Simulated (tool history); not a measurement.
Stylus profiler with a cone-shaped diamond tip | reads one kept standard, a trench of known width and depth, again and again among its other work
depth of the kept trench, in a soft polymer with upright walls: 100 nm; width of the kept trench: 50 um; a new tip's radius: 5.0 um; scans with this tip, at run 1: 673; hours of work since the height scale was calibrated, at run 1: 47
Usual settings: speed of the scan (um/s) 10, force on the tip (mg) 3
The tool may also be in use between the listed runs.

run     day  speed of the scan (um/s)  force on the tip (mg)  scans with this tip  hours of work since the height scale was calibrated  depth of the trench (nm)  width of the trench's floor (nm)
  1       0                        10                      3                  673                                                   47                    101.79                             47930
  2   3.317                        10                      3                 1466                                                  102                    101.78                             47870
  3   8.054                        17                      3                 2599                                                  180                    101.75                             47830
  4  10.617                        10                      3                 3212                                                  222                    101.76                             47860
  5  13.367                        10                      3                 3869                                                  268                    101.79                             47840
  6  16.338                        10                   1.56                 4580                                                  317                     101.1                             47760
     16.679  -- height scale calibrated on a step standard
  7   20.15                        10                      3                 5486                                                   57                    101.75                             47770
  8  26.175                        10                      3                 6928                                                  157                     101.7                             47740
     26.621  -- height scale calibrated on a step standard, once more
  9  32.125                        18                   2.86                 8345                                                   91                    101.82                             47650
 10  35.696                        18                   1.87                 9199                                                  150                    101.38                             47600
 11  39.633                        18                   1.87                10141                                                  216                    101.36                             47630
 12  42.629                         2                   3.08                10858                                                  265                    101.88                             47690
 13  47.967                         5                   3.38                12135                                                  354                    101.94                             47680

How the hidden state differs across the entries between the runs, from the last listed run before each to the first after it:
Between runs 6 and 7: height scale calibrated on a step standard (day 16.679)
  radius of the tip, um: 5.7 -> 5.83; height scale over the true one, %: -0.069 -> -0.101
  measured less the result without the state, depth of the trench (nm): -0.07 -> -0.1; width of the trench's floor (nm): -130 -> -160
Between runs 8 and 9: height scale calibrated on a step standard, once more (day 26.621)
  radius of the tip, um: 6.04 -> 6.25; height scale over the true one, %: -0.116 -> 0.049
  measured less the result without the state, depth of the trench (nm): -0.12 -> +0.05; width of the trench's floor (nm): -190 -> -240
